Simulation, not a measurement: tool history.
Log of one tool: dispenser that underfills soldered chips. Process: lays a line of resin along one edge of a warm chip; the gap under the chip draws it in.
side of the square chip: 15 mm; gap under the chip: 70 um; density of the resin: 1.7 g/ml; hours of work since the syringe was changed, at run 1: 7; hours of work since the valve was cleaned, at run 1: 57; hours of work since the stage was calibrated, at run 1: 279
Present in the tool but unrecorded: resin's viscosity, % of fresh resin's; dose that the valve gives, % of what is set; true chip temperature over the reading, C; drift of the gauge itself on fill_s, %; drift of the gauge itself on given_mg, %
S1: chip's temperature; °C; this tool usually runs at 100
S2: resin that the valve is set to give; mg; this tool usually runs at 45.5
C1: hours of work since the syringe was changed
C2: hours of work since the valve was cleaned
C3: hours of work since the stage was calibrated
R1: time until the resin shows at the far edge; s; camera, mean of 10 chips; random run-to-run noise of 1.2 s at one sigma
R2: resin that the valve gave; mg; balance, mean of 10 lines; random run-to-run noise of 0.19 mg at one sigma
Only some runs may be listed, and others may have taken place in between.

{"run": 1, "hour": 0.0, "S1": 100, "S2": 45.5, "C1": 7, "C2": 57, "C3": 279, "R1": 172.4, "R2": 43.93}
{"hour": 4.1, "done": "new syringe of resin"}
{"run": 2, "hour": 10.1, "S1": 100, "S2": 45.5, "C1": 5, "C2": 64, "C3": 287, "R1": 155.7, "R2": 44}
{"hour": 18.0, "done": "new syringe of resin"}
{"run": 3, "hour": 20.1, "S1": 100, "S2": 45.5, "C1": 2, "C2": 72, "C3": 294, "R1": 139.5, "R2": 43.05}
{"run": 4, "hour": 27.7, "S1": 100, "S2": 50.6, "C1": 8, "C2": 78, "C3": 300, "R1": 173.5, "R2": 48.13}
{"hour": 29.4, "done": "dispensing valve cleaned and set on the balance"}
{"hour": 32.8, "done": "new syringe of resin"}
{"run": 5, "hour": 37.7, "S1": 90, "S2": 50.6, "C1": 4, "C2": 6, "C3": 307, "R1": 211.4, "R2": 50.25}
{"hour": 46.1, "done": "new syringe of resin"}
{"run": 6, "hour": 47.6, "S1": 100, "S2": 49.6, "C1": 1, "C2": 14, "C3": 314, "R1": 131.1, "R2": 49.12}
{"run": 7, "hour": 56.4, "S1": 113, "S2": 45.5, "C1": 8, "C2": 20, "C3": 321, "R1": 106.2, "R2": 44.95}
{"hour": 59.2, "done": "new syringe of resin"}
{"run": 8, "hour": 63.8, "S1": 113, "S2": 45.5, "C1": 4, "C2": 26, "C3": 326, "R1": 90.8, "R2": 44.78}

What will run 9 give?
{"hour": 72.8, "done": "new syringe of resin"}
{"run": 9, "hour": 75.2, "S1": 113, "S2": 45.5, "C1": 2, "C2": 35, "C3": 335, "R1": "?", "R2": "?"}

R1: 86.4 s
R2: 44.74 mg
Had the tool carried no hidden state, the very same run would have given R1 75.4 s, R2 45.71 mg.
